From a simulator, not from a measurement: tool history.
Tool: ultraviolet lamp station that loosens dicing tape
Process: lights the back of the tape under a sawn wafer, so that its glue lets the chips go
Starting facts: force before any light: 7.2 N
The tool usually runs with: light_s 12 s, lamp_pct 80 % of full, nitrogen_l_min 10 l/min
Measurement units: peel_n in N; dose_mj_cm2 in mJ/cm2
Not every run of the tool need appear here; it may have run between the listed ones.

run   hour  light_s  lamp_pct  nitrogen_l_min  peel_n  dose_mj_cm2
  1      0       12        80              10   1.223          287
  2   17.9       12        80              10   1.317          283
  3   60.5       12        80              19   0.991          279
  4   95.5       12        80              19   1.037          273
  5  126.6       12        80              19   1.059          271
  6  148.4       15        80              19   0.695          340
  7  178.8       15        80               4   1.662          336
  8  198.6       15        80               4   1.669          329
  9  235.2       15        76               4   1.828          308
 10  270.7       15        76               4   1.785          307
 11  292.1       12        80               3   2.565          252
 12  313.3       11        80               3   2.908          227
 13  343.7       18        65              10   1.193          299
 14  378.4       18        65              10   1.204          297
 15  403.2       18        65              10   1.269          289
 16  426.4       17        64               9   1.559          264
 17  468.8       10        86               9   2.052          206
 18  491.5       22        80               3    1.34          422
 19  521.1       21        80              14   0.555          395
 20  556.8       22        98              19   0.281          496
 21  576.7       22        98              19   0.301          485
     600.5  -- lamp changed
 22  610.7       22        98              19   0.117          775
     627.4  -- window cleaned of glue's vapour
 23  634.5       12        69               8   1.249          312
 24  672.4        7        61              10   2.686          158

Alternative continuations, all from the tool just after run 24; predict every row:
  A   702        7        61               9       ?            ?
  B   702       12        87              10       ?            ?
  C   702       12        96              10       ?            ?
  D   702       12        70               6       ?            ?

run  peel_n  dose_mj_cm2
  A   2.809          156
  B   0.717          390
  C   0.587          432
  D   1.496          312
Without the tool's hidden state the same runs would have given:
run  peel_n  dose_mj_cm2
  A   2.655          165
  B   0.631          414
  C   0.513          458
  D   1.363          331
